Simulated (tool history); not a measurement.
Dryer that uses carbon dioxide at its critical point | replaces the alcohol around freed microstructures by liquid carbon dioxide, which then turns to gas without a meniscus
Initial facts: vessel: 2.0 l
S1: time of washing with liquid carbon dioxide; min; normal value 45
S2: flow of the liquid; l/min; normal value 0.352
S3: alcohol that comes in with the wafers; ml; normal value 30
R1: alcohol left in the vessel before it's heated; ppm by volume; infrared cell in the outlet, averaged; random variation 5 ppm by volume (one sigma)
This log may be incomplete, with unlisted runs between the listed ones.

Run 1, hour 0: usual settings. Result: R1 60 ppm by volume.
Run 2, hour 6.7: usual settings. Result: R1 53 ppm by volume.
At hour 17.6: inlet filter changed.
Run 3, hour 17.6: usual settings. Result: R1 38 ppm by volume.
Run 4, hour 25.8: usual settings. Result: R1 43 ppm by volume.
Run 5, hour 31.8: usual settings but S3 37 ml. Result: R1 51 ppm by volume.
Run 6, hour 40.2: usual settings but S2 0.548 l/min, S3 37 ml. Result: R1 19 ppm by volume.
Run 7, hour 44.6: usual settings but S2 0.548 l/min, S3 37 ml. Result: R1 23 ppm by volume.
Run 8, hour 53.2: usual settings but S2 0.548 l/min, S3 37 ml. Result: R1 21 ppm by volume.
Run 9, hour 62: usual settings but S1 33 min. Result: R1 153 ppm by volume.
Run 10, hour 69.1: usual settings but S1 27 min. Result: R1 340 ppm by volume.
Run 11, hour 78.3: usual settings but S1 27 min. Result: R1 326 ppm by volume.
Run 12, hour 85.8: usual settings but S1 27 min. Result: R1 340 ppm by volume.
Run 13, hour 92.6: usual settings but S1 27 min. Result: R1 350 ppm by volume.
Run 14, hour 101.4: usual settings but S1 27 min. Result: R1 332 ppm by volume.
Run 15, hour 110.5: usual settings but S1 27 min. Result: R1 344 ppm by volume.
Run 16, hour 117.6: usual settings but S1 27 min, S3 117 ml. Result: R1 1268 ppm by volume.
Run 17, hour 125.3: usual settings but S1 27 min, S3 117 ml. Result: R1 1221 ppm by volume.
Run 18, hour 134: usual settings but S1 67 min, S2 0.476 l/min, S3 117 ml. Result: R1 28 ppm by volume.
Run 19, hour 143: usual settings but S2 0.387 l/min, S3 37 ml. Result: R1 62 ppm by volume.
Run 20, hour 151.4: usual settings but S2 0.387 l/min, S3 37 ml. Result: R1 50 ppm by volume.
Run 21, hour 156.7: usual settings but S2 0.387 l/min, S3 112 ml. Result: R1 83 ppm by volume.
Run 22, hour 165.2: usual settings but S1 41 min, S2 0.549 l/min, S3 97 ml. Result: R1 38 ppm by volume.
Run 23, hour 171.5: usual settings but S1 59 min, S2 0.549 l/min, S3 50 ml. Result: R1 31 ppm by volume.
Run 24, hour 179.2: usual settings but S1 30 min, S2 0.413 l/min, S3 50 ml. Result: R1 190 ppm by volume.
Run 25, hour 189.1: usual settings but S1 38 min, S2 0.385 l/min, S3 38 ml. Result: R1 87 ppm by volume.
Run 26, hour 195.9: usual settings but S1 57 min, S2 0.385 l/min, S3 106 ml. Result: R1 44 ppm by volume.
Run 27, hour 201.9: usual settings but S1 63 min, S2 0.262 l/min, S3 100 ml. Result: R1 113 ppm by volume.
Run 28, hour 208: usual settings but S2 0.446 l/min. Result: R1 49 ppm by volume.
Run 29, hour 218: usual settings but S1 43 min, S2 0.452 l/min. Result: R1 40 ppm by volume.
Run 30, hour 226.8: usual settings but S1 28 min, S3 94 ml. Result: R1 947 ppm by volume.
Run 31, hour 232.4: usual settings but S1 28 min, S3 94 ml. Result: R1 949 ppm by volume.
Run 32, hour 241.6: usual settings but S1 30 min, S2 0.306 l/min, S3 34 ml. Result: R1 473 ppm by volume.
Run 33, hour 246.6: usual settings but S2 0.368 l/min. Result: R1 53 ppm by volume.
Run 34, hour 251.5: usual settings but S1 35 min, S2 0.532 l/min. Result: R1 53 ppm by volume.

What if the next run were any one of these 3? Each begins from the tool's condition after run 34:
Run A, hour 261.6: usual settings but S1 46 min. Result: R1 ?.
Run B, hour 261.6: usual settings but S1 64 min. Result: R1 ?.
Run C, hour 261.6: usual settings but S3 47 ml. Result: R1 ?.

run  R1
  A  66
  B  41
  C  91
Without the tool's hidden state the same runs would have given:
run  R1
  A  22
  B   0
  C  42

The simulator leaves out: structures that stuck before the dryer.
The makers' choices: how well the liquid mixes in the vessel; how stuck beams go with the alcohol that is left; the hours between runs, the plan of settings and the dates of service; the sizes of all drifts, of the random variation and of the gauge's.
